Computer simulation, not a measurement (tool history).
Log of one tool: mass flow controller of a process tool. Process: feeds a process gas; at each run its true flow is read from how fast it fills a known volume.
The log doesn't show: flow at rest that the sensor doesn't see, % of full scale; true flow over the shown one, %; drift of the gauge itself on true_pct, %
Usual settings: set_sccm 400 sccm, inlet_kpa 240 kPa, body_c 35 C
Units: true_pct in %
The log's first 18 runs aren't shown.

run,day,set_sccm,inlet_kpa,body_c,hours of work since the controller was set to zero,hours of work since the controller was changed,true_pct
19,55.225,400,231,35,1730,1730,99
20,58.154,400,240,35,1784,1784,98.96
21,62.642,400,240,35,1868,1868,98.95
22,64.8,400,240,35,1908,1908,98.91
23,69.208,737,240,24,1990,1990,99.1
24,72.642,400,143,34,2054,2054,99.12
25,74.804,400,143,34,2094,2094,99.14
26,77.254,207,155,34,2140,2140,97.94
27,79.821,207,150,32,2187,2187,97.8
28,82.721,731,171,21,2241,2241,99.27
29,85.875,543,194,32,2300,2300,99.32
30,89.075,171,251,30,2360,2360,96.83
31,92.062,172,269,29,2415,2415,96.49
32,94.642,438,168,23,2463,2463,98.64
33,97.325,601,240,32,2513,2513,99.25
34,100.467,422,152,24,2572,2572,98.55
35,103.858,422,171,39,2635,2635,99.31
36,106.842,422,171,39,2690,2690,99.23
37,108.662,422,171,39,2724,2724,99.35
38,111.604,309,192,28,2779,2779,97.88
39,114.05,309,192,28,2824,2824,98.09
40,118.042,145,159,28,2898,2898,95.95
41,121.338,444,240,35,2960,2960,98.74
42,123.488,302,213,28,3000,3000,97.97
43,127.729,386,215,35,3079,3079,98.46

Forecast each of these 3 alternatives for the next run:
A,132.05,400,240,29,3159,3159,?
B,132.05,650,265,34,3159,3159,?
C,132.05,433,212,31,3159,3159,?

run,true_pct
A,98.29
B,99.31
C,98.66
Without the tool's hidden state the same runs would have given:
run,true_pct
A,99.29
B,99.73
C,99.54

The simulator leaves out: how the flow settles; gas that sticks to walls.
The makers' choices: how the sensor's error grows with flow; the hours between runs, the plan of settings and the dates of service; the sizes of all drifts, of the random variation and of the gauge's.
